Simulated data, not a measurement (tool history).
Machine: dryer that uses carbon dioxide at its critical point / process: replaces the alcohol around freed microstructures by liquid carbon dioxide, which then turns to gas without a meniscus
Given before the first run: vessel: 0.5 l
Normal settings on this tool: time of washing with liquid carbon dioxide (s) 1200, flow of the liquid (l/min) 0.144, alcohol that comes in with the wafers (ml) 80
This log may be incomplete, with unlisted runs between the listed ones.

run,hour,time of washing with liquid carbon dioxide (s),flow of the liquid (l/min),alcohol that comes in with the wafers (ml),alcohol left in the vessel before it's heated (ppm by volume)
1,0,1200,0.144,80,1925
2,18.7,1200,0.144,60,1408
3,31.5,1200,0.144,60,1483
4,54.6,1200,0.144,60,1507
5,72.1,1200,0.144,21,563
6,93.7,1200,0.144,80,1953
7,112.2,1200,0.144,80,2053
8,127.6,1200,0.144,80,2013
9,149.3,1200,0.144,80,2048
10,166.7,1020,0.144,80,4030
11,184.9,1020,0.144,80,3893
12,198.5,1200,0.144,80,2067
13,209.7,1200,0.144,80,2114
14,223.2,1200,0.144,80,2104
15,241.6,1200,0.144,80,2153
16,264.9,1200,0.103,80,6860
17,287.3,1200,0.144,56,1554
18,302.4,1200,0.144,34,960
19,316.5,1200,0.186,80,710
20,336,1200,0.165,80,1244
21,353,1500,0.104,20,827
22,372.4,1500,0.14,24,319
23,386,1200,0.119,80,4511
24,405.4,1200,0.119,80,4660
25,423.1,1860,0.141,20,120
26,439.6,1560,0.229,114,101
27,458.6,960,0.229,114,1230
28,470.2,960,0.229,100,1108
29,480.4,1200,0.19,80,691
30,497,1200,0.112,23,1691
31,512.4,1380,0.198,80,286
32,531.1,1200,0.128,80,3762
33,544.7,1440,0.125,80,1965
34,567.3,720,0.19,38,2900
35,585.7,720,0.092,38,14800
36,605.7,1200,0.109,66,5267
37,628.5,1200,0.109,66,5489

Consider 5 possible next runs. They are alternatives, not a sequence: every one starts from the tool as it was left by run 37. What does each give?
A,644.6,960,0.23,80,?
B,644.6,780,0.172,66,?
C,644.6,840,0.118,23,?
D,644.6,1140,0.235,45,?
E,644.6,1200,0.188,46,?

run,alcohol left in the vessel before it's heated (ppm by volume)
A,965
B,5259
C,4214
D,234
E,490
With the hidden condition removed and each run's random variation left untouched, the same runs would have given:
run,alcohol left in the vessel before it's heated (ppm by volume)
A,601
B,4043
C,3433
D,102
E,281
